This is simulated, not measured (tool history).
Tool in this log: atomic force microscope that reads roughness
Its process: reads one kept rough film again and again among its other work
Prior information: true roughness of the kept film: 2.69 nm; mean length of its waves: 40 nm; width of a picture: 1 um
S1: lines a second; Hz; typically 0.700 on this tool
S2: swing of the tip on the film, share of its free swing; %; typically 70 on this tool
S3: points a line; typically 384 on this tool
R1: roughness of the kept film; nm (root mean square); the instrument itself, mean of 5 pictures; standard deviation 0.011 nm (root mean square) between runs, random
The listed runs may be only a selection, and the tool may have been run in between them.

| run | hour | S1 | S2 | S3 | R1 |
|---|---|---|---|---|---|
| 1 | 0.0 | 0.700 | 70 | 384 | 2.453 |
| 2 | 23.4 | 0.700 | 70 | 384 | 2.527 |
| 3 | 46.7 | 0.700 | 70 | 723 | 2.497 |
| 4 | 69.6 | 0.700 | 70 | 723 | 2.479 |
| 5 | 97.0 | 0.700 | 89 | 384 | 2.338 |
| 6 | 120.3 | 0.700 | 70 | 384 | 2.484 |
| 7 | 142.2 | 1.527 | 70 | 384 | 2.379 |
| 8 | 172.8 | 2.243 | 70 | 384 | 2.308 |
| 9 | 197.6 | 2.243 | 70 | 384 | 2.349 |
| 10 | 224.9 | 0.700 | 61 | 384 | 2.497 |
| 11 | 250.3 | 1.623 | 70 | 384 | 2.361 |
| 12 | 272.6 | 1.623 | 70 | 384 | 2.399 |
| 13 | 292.8 | 1.623 | 70 | 384 | 2.389 |
| 14 | 321.7 | 0.700 | 70 | 384 | 2.439 |
| 15 | 347.6 | 0.700 | 70 | 384 | 2.507 |
| 16 | 380.1 | 1.442 | 70 | 384 | 2.396 |
| 17 | 398.1 | 1.442 | 70 | 384 | 2.372 |
| 18 | 423.5 | 1.442 | 70 | 384 | 2.439 |
| 19 | 451.7 | 0.700 | 70 | 842 | 2.500 |
| 20 | 478.6 | 0.700 | 70 | 842 | 2.469 |
| 21 | 499.0 | 2.604 | 70 | 842 | 2.344 |
| 22 | 530.5 | 0.700 | 70 | 384 | 2.465 |
| 23 | 557.4 | 0.700 | 85 | 384 | 2.353 |
| 24 | 574.1 | 0.700 | 72 | 384 | 2.413 |
| 25 | 590.9 | 1.321 | 70 | 384 | 2.421 |
| 26 | 613.9 | 1.321 | 70 | 384 | 2.414 |
| 27 | 628.0 | 1.321 | 70 | 384 | 2.393 |
| 28 | 653.7 | 1.321 | 70 | 384 | 2.363 |
| 29 | 683.5 | 2.915 | 79 | 783 | 2.140 |
| 30 | 713.8 | 2.625 | 79 | 783 | 2.145 |
| 31 | 738.4 | 2.625 | 79 | 783 | 2.202 |
| 32 | 759.6 | 0.938 | 59 | 526 | 2.518 |
| 33 | 789.1 | 0.938 | 71 | 364 | 2.415 |
| 34 | 821.2 | 1.430 | 63 | 616 | 2.495 |
| 35 | 842.9 | 1.430 | 63 | 616 | 2.488 |
| 36 | 866.8 | 1.430 | 63 | 616 | 2.436 |
| 37 | 887.3 | 0.871 | 72 | 717 | 2.437 |
| 38 | 914.8 | 0.699 | 75 | 884 | 2.481 |
| 39 | 931.5 | 0.780 | 58 | 766 | 2.536 |
| 40 | 950.4 | 0.780 | 58 | 766 | 2.496 |
| 41 | 982.3 | 0.780 | 58 | 766 | 2.555 |
| 42 | 1014.2 | 0.780 | 58 | 766 | 2.529 |
| 43 | 1028.8 | 0.540 | 58 | 367 | 2.520 |
| 44 | 1061.2 | 0.540 | 58 | 367 | 2.560 |
| 45 | 1085.8 | 0.540 | 77 | 997 | 2.509 |
| 46 | 1118.4 | 0.540 | 77 | 997 | 2.471 |
| 47 | 1136.8 | 0.598 | 88 | 951 | 2.364 |
| 48 | 1162.7 | 1.678 | 66 | 384 | 2.430 |
| 49 | 1180.2 | 2.386 | 59 | 384 | 2.412 |
| 50 | 1197.1 | 2.386 | 59 | 384 | 2.400 |
| 51 | 1221.0 | 0.523 | 59 | 256 | 2.534 |
| 52 | 1236.9 | 0.523 | 76 | 466 | 2.492 |

Withheld: 18 entries from between the runs. Position of each, and hidden state at the listed run before versus the listed run after:
Logged between run 1 and run 2: new tip fitted (hour 20.9)
  radius of the tip, nm: 8.6 -> 5.2; height scale over the true one, %: -0.12 -> -0.13
  what was measured, less what the result would be without the hidden state, R1: -0.059 -> -0.006 nm (root mean square)
Logged between run 5 and run 6: new tip fitted (hour 99.8)
  radius of the tip, nm: 10.1 -> 6.4; height scale over the true one, %: -0.15 -> -0.16
  what was measured, less what the result would be without the hidden state, R1: -0.080 -> -0.026 nm (root mean square)
Logged between run 8 and run 9: new tip fitted (hour 179.4)
  radius of the tip, nm: 9.8 -> 6.4; height scale over the true one, %: -0.18 -> -0.19
  what was measured, less what the result would be without the hidden state, R1: -0.075 -> -0.025 nm (root mean square)
Logged between run 11 and run 12: new tip fitted (hour 258.7)
  radius of the tip, nm: 9.8 -> 6.1
  what was measured, less what the result would be without the hidden state, R1: -0.078 -> -0.022 nm (root mean square)
Logged between run 14 and run 15: new tip fitted (hour 338.1)
  radius of the tip, nm: 9.4 -> 5.9; height scale over the true one, %: -0.23 -> -0.24
  what was measured, less what the result would be without the hidden state, R1: -0.074 -> -0.021 nm (root mean square)
Logged between run 17 and run 18: new tip fitted (hour 416.9)
  radius of the tip, nm: 9.4 -> 5.4; height scale over the true one, %: -0.25 -> -0.26
  what was measured, less what the result would be without the hidden state, R1: -0.073 -> -0.013 nm (root mean square)
Logged between run 20 and run 21: new tip fitted (hour 496.0)
  radius of the tip, nm: 9.1 -> 6.1; height scale over the true one, %: -0.28 -> -0.29
  what was measured, less what the result would be without the hidden state, R1: -0.072 -> -0.023 nm (root mean square)
Logged between run 24 and run 25: new tip fitted (hour 576.5)
  radius of the tip, nm: 10.9 -> 6.9; height scale over the true one, %: -0.31 -> -0.32
  what was measured, less what the result would be without the hidden state, R1: -0.098 -> -0.036 nm (root mean square)
Logged between run 28 and run 29: new tip fitted (hour 657.1)
  radius of the tip, nm: 11 -> 7.1
  what was measured, less what the result would be without the hidden state, R1: -0.100 -> -0.036 nm (root mean square)
Logged between run 30 and run 31: new tip fitted (hour 737.1)
  radius of the tip, nm: 9.2 -> 5.5
  what was measured, less what the result would be without the hidden state, R1: -0.066 -> -0.015 nm (root mean square)
Logged between run 33 and run 34: height scale calibrated on a step standard (hour 791.6); new tip fitted (hour 818.4)
  radius of the tip, nm: 8.7 -> 5.4; height scale over the true one, %: -0.38 -> -0.52
  what was measured, less what the result would be without the hidden state, R1: -0.067 -> -0.019 nm (root mean square)
Logged between run 36 and run 37: height scale calibrated on a step standard, once more (hour 880.8)
  radius of the tip, nm: 8.3 -> 9.5; height scale over the true one, %: -0.54 -> 0.03
  what was measured, less what the result would be without the hidden state, R1: -0.065 -> -0.070 nm (root mean square)
Logged between run 37 and run 38: new tip fitted (hour 898.2)
  radius of the tip, nm: 9.5 -> 6.3; height scale over the true one, %: 0.03 -> 0.02
  what was measured, less what the result would be without the hidden state, R1: -0.070 -> -0.020 nm (root mean square)
Logged between run 40 and run 41: new tip fitted (hour 978.4)
  radius of the tip, nm: 8.6 -> 5.3; height scale over the true one, %: 0.01 -> 0
  what was measured, less what the result would be without the hidden state, R1: -0.058 -> -0.006 nm (root mean square)
Logged between run 43 and run 44: new tip fitted (hour 1058.8)
  radius of the tip, nm: 8.3 -> 5.3; height scale over the true one, %: -0.01 -> -0.02
  what was measured, less what the result would be without the hidden state, R1: -0.053 -> -0.005 nm (root mean square)
Logged between run 47 and run 48: new tip fitted (hour 1138.9)
  radius of the tip, nm: 10.3 -> 6.8; height scale over the true one, %: -0.05 -> -0.06
  what was measured, less what the result would be without the hidden state, R1: -0.081 -> -0.030 nm (root mean square)
Logged between run 50 and run 51: new tip fitted (hour 1218.1)
  radius of the tip, nm: 9.3 -> 5.2; height scale over the true one, %: -0.07 -> -0.08
  what was measured, less what the result would be without the hidden state, R1: -0.068 -> -0.005 nm (root mean square)
